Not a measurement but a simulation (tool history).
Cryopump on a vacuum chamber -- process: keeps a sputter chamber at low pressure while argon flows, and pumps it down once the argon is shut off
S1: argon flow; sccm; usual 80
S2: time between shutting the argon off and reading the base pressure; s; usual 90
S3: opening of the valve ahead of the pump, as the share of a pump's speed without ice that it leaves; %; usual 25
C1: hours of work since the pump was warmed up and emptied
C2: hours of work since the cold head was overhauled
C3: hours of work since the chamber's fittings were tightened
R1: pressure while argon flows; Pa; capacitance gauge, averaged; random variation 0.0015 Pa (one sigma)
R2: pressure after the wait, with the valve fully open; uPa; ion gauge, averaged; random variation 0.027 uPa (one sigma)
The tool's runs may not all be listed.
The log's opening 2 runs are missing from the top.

run	day	S1	S2	S3	C1	C2	C3	R1	R2
3	2.679	80	90	25	199	199	2601	0.3489	1.55
4	3.767	80	90	25	212	212	2614	0.3501	1.52
5	5.217	80	90	25	230	230	2632	0.3492	1.61
6	6.579	80	90	25	247	247	2649	0.3506	1.55
7	8.483	80	90	25	270	270	2673	0.3514	1.56
8	10.071	80	90	25	290	290	2692	0.3524	1.61
9	11.871	80	90	25	312	312	2714	0.353	1.64
10	13.075	80	90	25	327	327	2729	0.3539	1.64
11	14.083	80	90	25	339	339	2741	0.3543	1.63
12	15.9	80	90	25	362	362	2764	0.3534	1.66
13	17.888	136	90	25	386	386	2788	0.606	1.67
14	18.929	73	90	25	399	399	2801	0.324	1.7
15	20.917	73	90	25	423	423	2826	0.3251	1.68
# day 21.7: leaking fittings of the chamber tightened, without venting
16	22.267	73	90	25	439	439	7	0.3282	1.25
17	24.246	73	90	25	463	463	31	0.3269	1.27
18	25.467	80	90	25	479	479	46	0.3588	1.17
19	26.833	80	118	17	495	495	63	0.5243	0.97
20	28.05	80	118	17	510	510	78	0.5225	1.02
21	29.504	51	28	42	528	528	96	0.1428	3.38
22	30.942	95	20	25	546	546	114	0.4312	4.74
23	32.412	80	90	56	564	564	132	0.1755	1.24
24	33.288	33	158	34	575	575	143	0.1124	0.81

Run 25, settings as shown, results not yet in. Your forecast:
25	35.225	80	52	23	599	599	167	?	?

R1: 0.397 Pa
R2: 2.02 uPa
On a tool with no hidden condition, and with the same random variation, this run would have come out at R1 0.3731 Pa, R2 1.92 uPa.

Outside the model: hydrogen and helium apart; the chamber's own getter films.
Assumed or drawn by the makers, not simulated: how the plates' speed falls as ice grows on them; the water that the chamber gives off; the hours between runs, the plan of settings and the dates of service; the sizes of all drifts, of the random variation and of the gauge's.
